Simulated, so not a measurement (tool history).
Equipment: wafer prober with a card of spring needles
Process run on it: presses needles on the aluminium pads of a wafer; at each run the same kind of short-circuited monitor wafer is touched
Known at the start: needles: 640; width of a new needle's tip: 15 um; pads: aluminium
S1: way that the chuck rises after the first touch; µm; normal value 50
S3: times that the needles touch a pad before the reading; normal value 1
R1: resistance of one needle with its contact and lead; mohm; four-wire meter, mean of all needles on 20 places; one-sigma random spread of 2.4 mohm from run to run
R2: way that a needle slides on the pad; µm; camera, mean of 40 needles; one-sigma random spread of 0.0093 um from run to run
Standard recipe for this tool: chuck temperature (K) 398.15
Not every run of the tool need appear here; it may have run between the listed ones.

{"run": 1, "hour": 0.0, "S1": 50, "chuck temperature (K)": 398.15, "S3": 1, "R1": 325, "R2": 8.066}
{"run": 2, "hour": 8.4, "S1": 50, "chuck temperature (K)": 398.15, "S3": 1, "R1": 356, "R2": 8.084}
{"hour": 9.4, "done": "tips cleaned on abrasive film"}
{"run": 3, "hour": 15.8, "S1": 50, "chuck temperature (K)": 398.15, "S3": 1, "R1": 387, "R2": 8.08}
{"hour": 25.2, "done": "tips cleaned on abrasive film"}
{"run": 4, "hour": 25.2, "S1": 50, "chuck temperature (K)": 398.15, "S3": 1, "R1": 277, "R2": 8.051}
{"run": 5, "hour": 34.8, "S1": 50, "chuck temperature (K)": 398.15, "S3": 3, "R1": 288, "R2": 8.074}
{"hour": 41.2, "done": "tips cleaned on abrasive film"}
{"run": 6, "hour": 44.6, "S1": 50, "chuck temperature (K)": 398.15, "S3": 3, "R1": 284, "R2": 8.049}
{"run": 7, "hour": 52.6, "S1": 50, "chuck temperature (K)": 398.15, "S3": 3, "R1": 298, "R2": 8.039}
{"hour": 56.9, "done": "tips cleaned on abrasive film"}
{"run": 8, "hour": 56.9, "S1": 39, "chuck temperature (K)": 398.15, "S3": 1, "R1": 289, "R2": 6.264}
{"hour": 58.2, "done": "tips cleaned on abrasive film, once more"}
{"run": 9, "hour": 66.3, "S1": 50, "chuck temperature (K)": 398.15, "S3": 1, "R1": 332, "R2": 8.04}
{"run": 10, "hour": 72.5, "S1": 50, "chuck temperature (K)": 378.15, "S3": 1, "R1": 362, "R2": 8.037}
{"hour": 74.3, "done": "tips cleaned on abrasive film"}
{"run": 11, "hour": 77.4, "S1": 50, "chuck temperature (K)": 356.15, "S3": 1, "R1": 297, "R2": 8.009}
{"run": 12, "hour": 86.7, "S1": 50, "chuck temperature (K)": 356.15, "S3": 1, "R1": 357, "R2": 7.996}
{"hour": 90.3, "done": "tips cleaned on abrasive film"}
{"run": 13, "hour": 94.0, "S1": 33, "chuck temperature (K)": 356.15, "S3": 1, "R1": 366, "R2": 5.249}
{"run": 14, "hour": 101.0, "S1": 33, "chuck temperature (K)": 356.15, "S3": 1, "R1": 440, "R2": 5.24}
{"run": 15, "hour": 105.7, "S1": 50, "chuck temperature (K)": 340.15, "S3": 1, "R1": 359, "R2": 7.996}
{"hour": 106.2, "done": "tips cleaned on abrasive film"}
{"run": 16, "hour": 110.8, "S1": 50, "chuck temperature (K)": 340.15, "S3": 1, "R1": 303, "R2": 7.982}
{"run": 17, "hour": 119.0, "S1": 50, "chuck temperature (K)": 340.15, "S3": 1, "R1": 351, "R2": 7.984}
{"hour": 122.7, "done": "tips cleaned on abrasive film"}
{"hour": 123.8, "done": "height of the first contact set anew"}
{"run": 18, "hour": 128.7, "S1": 50, "chuck temperature (K)": 340.15, "S3": 1, "R1": 315, "R2": 8.067}
{"run": 19, "hour": 135.8, "S1": 50, "chuck temperature (K)": 340.15, "S3": 1, "R1": 347, "R2": 8.102}
{"hour": 139.2, "done": "tips cleaned on abrasive film"}
{"run": 20, "hour": 141.4, "S1": 46, "chuck temperature (K)": 340.15, "S3": 1, "R1": 294, "R2": 7.426}
{"run": 21, "hour": 148.6, "S1": 50, "chuck temperature (K)": 298.15, "S3": 3, "R1": 272, "R2": 8.064}
{"run": 22, "hour": 153.7, "S1": 50, "chuck temperature (K)": 373.15, "S3": 2, "R1": 322, "R2": 8.077}
{"hour": 155.2, "done": "tips cleaned on abrasive film"}
{"run": 23, "hour": 161.3, "S1": 50, "chuck temperature (K)": 320.15, "S3": 2, "R1": 294, "R2": 8.083}
{"run": 24, "hour": 167.8, "S1": 30, "chuck temperature (K)": 302.15, "S3": 3, "R1": 343, "R2": 4.816}
{"hour": 171.4, "done": "tips cleaned on abrasive film"}
{"run": 25, "hour": 172.6, "S1": 50, "chuck temperature (K)": 321.15, "S3": 1, "R1": 274, "R2": 8.041}
{"run": 26, "hour": 179.5, "S1": 38, "chuck temperature (K)": 305.15, "S3": 1, "R1": 375, "R2": 6.104}
{"run": 27, "hour": 184.6, "S1": 38, "chuck temperature (K)": 305.15, "S3": 1, "R1": 413, "R2": 6.118}
{"hour": 187.5, "done": "tips cleaned on abrasive film"}
{"run": 28, "hour": 193.8, "S1": 50, "chuck temperature (K)": 325.15, "S3": 3, "R1": 274, "R2": 8.043}
{"run": 29, "hour": 202.4, "S1": 50, "chuck temperature (K)": 336.15, "S3": 2, "R1": 316, "R2": 8.03}
{"hour": 203.4, "done": "tips cleaned on abrasive film"}
{"run": 30, "hour": 210.7, "S1": 57, "chuck temperature (K)": 398.15, "S3": 1, "R1": 318, "R2": 9.153}
{"run": 31, "hour": 218.7, "S1": 32, "chuck temperature (K)": 312.15, "S3": 1, "R1": 487, "R2": 5.089}
{"hour": 219.6, "done": "tips cleaned on abrasive film"}
{"run": 32, "hour": 228.3, "S1": 38, "chuck temperature (K)": 319.15, "S3": 1, "R1": 375, "R2": 6.055}
{"run": 33, "hour": 234.8, "S1": 38, "chuck temperature (K)": 319.15, "S3": 1, "R1": 422, "R2": 6.076}
{"hour": 235.7, "done": "tips cleaned on abrasive film"}
{"run": 34, "hour": 242.7, "S1": 41, "chuck temperature (K)": 382.15, "S3": 1, "R1": 368, "R2": 6.523}

Here are 4 independent what-if runs from the current tool condition. What would each one return?
{"hour": 251.4, "done": "tips cleaned on abrasive film"}
{"run": "A", "hour": 251.6, "S1": 44, "chuck temperature (K)": 398.15, "S3": 1, "R1": "?", "R2": "?"}
{"hour": 251.4, "done": "tips cleaned on abrasive film"}
{"run": "B", "hour": 251.6, "S1": 43, "chuck temperature (K)": 398.15, "S3": 1, "R1": "?", "R2": "?"}
{"hour": 251.4, "done": "tips cleaned on abrasive film"}
{"run": "C", "hour": 251.6, "S1": 41, "chuck temperature (K)": 313.15, "S3": 2, "R1": "?", "R2": "?"}
{"hour": 251.4, "done": "tips cleaned on abrasive film"}
{"run": "D", "hour": 251.6, "S1": 41, "chuck temperature (K)": 307.15, "S3": 1, "R1": "?", "R2": "?"}

run=A R1=283 R2=6.998
run=B R1=281 R2=6.838
run=C R1=253 R2=6.496
run=D R1=260 R2=6.505
With the hidden condition removed and each run's random variation left untouched, the same runs would have given:
run=A R1=273 R2=7.122
run=B R1=270 R2=6.961
run=C R1=245 R2=6.619
run=D R1=247 R2=6.628
